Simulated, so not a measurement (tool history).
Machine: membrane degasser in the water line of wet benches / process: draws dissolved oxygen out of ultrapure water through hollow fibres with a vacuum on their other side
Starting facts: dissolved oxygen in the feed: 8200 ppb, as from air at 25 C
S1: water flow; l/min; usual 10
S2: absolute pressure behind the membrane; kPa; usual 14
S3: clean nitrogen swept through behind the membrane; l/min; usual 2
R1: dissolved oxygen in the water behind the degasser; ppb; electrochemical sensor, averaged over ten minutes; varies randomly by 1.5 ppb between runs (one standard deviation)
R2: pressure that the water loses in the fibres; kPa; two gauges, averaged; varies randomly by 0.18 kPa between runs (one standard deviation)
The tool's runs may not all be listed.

run 1 hour=0 | S1=10 S2=14 S3=2 | R1=157.6 R2=35.71
run 2 hour=266.5 | S1=10 S2=14 S3=2 | R1=160.6 R2=36.03
run 3 hour=539.6 | S1=10 S2=14 S3=2 | R1=161 R2=36.02
run 4 hour=825.6 | S1=10 S2=14 S3=2 | R1=163.5 R2=36.06
-- hour=968 seals of the vacuum lines changed
run 5 hour=1060.4 | S1=10 S2=24.1 S3=2 | R1=277.1 R2=36.27
run 6 hour=1300.2 | S1=10 S2=14 S3=2 | R1=158.3 R2=36.12
run 7 hour=1623.7 | S1=10 S2=14 S3=2 | R1=158.5 R2=36.41
run 8 hour=1809 | S1=10 S2=14 S3=2 | R1=158.3 R2=36.1
run 9 hour=2044 | S1=10 S2=14 S3=2 | R1=159.2 R2=36.19
run 10 hour=2196 | S1=10 S2=14 S3=2 | R1=159 R2=36.4
run 11 hour=2472 | S1=12 S2=14 S3=2 | R1=226.5 R2=43.87
run 12 hour=2724.5 | S1=6 S2=14 S3=2 | R1=84.2 R2=21.9
run 13 hour=3047.1 | S1=6 S2=14 S3=2 | R1=82.6 R2=21.86
run 14 hour=3289.6 | S1=10 S2=14 S3=4.25 | R1=92.6 R2=36.66
run 15 hour=3594.7 | S1=10 S2=14 S3=4.25 | R1=93.6 R2=36.65
run 16 hour=3848.2 | S1=6 S2=14 S3=2 | R1=82.6 R2=22.25
-- hour=4073.5 vacuum gauge calibrated
run 17 hour=4131.7 | S1=9 S2=14 S3=2 | R1=138.9 R2=33.15
run 18 hour=4307.3 | S1=8 S2=14 S3=1.37 | R1=164 R2=29.3
run 19 hour=4483.8 | S1=11 S2=20.5 S3=1.58 | R1=334.4 R2=40.66
run 20 hour=4781.1 | S1=6 S2=13.9 S3=1.83 | R1=89.7 R2=22.17
run 21 hour=5076.1 | S1=7 S2=34.2 S3=1.5 | R1=355.5 R2=25.99
run 22 hour=5217.8 | S1=7 S2=34.2 S3=1.5 | R1=359 R2=26.11
run 23 hour=5450.1 | S1=11 S2=14 S3=1 | R1=322.7 R2=40.58
run 24 hour=5732.7 | S1=11 S2=20.1 S3=1 | R1=474.3 R2=41.14
-- hour=5953.1 vacuum gauge calibrated, once more
run 25 hour=6007.9 | S1=11 S2=25.4 S3=4.46 | R1=186.4 R2=41.41
run 26 hour=6240.7 | S1=6 S2=27.4 S3=2.85 | R1=132.7 R2=22.57
run 27 hour=6505.2 | S1=8 S2=20.3 S3=1.49 | R1=230.8 R2=30.05
run 28 hour=6817.4 | S1=10 S2=9.7 S3=2 | R1=113.6 R2=37.34
run 29 hour=6964.6 | S1=10 S2=9.7 S3=2 | R1=115.4 R2=37.51
run 30 hour=7178.3 | S1=10 S2=9.7 S3=2 | R1=114 R2=37.61
run 31 hour=7407.5 | S1=6 S2=14 S3=5.86 | R1=30 R2=22.57
run 32 hour=7620.2 | S1=7 S2=12.2 S3=0.84 | R1=186.7 R2=26.79
run 33 hour=7756.3 | S1=7 S2=12.2 S3=0.84 | R1=189.8 R2=26.21

Forecast each of these 3 alternatives for the next run:
run A hour=7921.9 | S1=8 S2=8.8 S3=5.18 | R1=? R2=?
run B hour=7921.9 | S1=7 S2=9.1 S3=1.62 | R1=? R2=?
run C hour=7921.9 | S1=11 S2=12.2 S3=0.84 | R1=? R2=?

run=A R1=32.6 R2=30.35
run=B R1=68.7 R2=26.21
run=C R1=321.5 R2=41.53
The same runs, with their run-to-run variation unchanged, on a tool lacking any hidden condition would have given:
run=A R1=26.1 R2=27.19
run=B R1=63.5 R2=23.44
run=C R1=293.3 R2=37.19
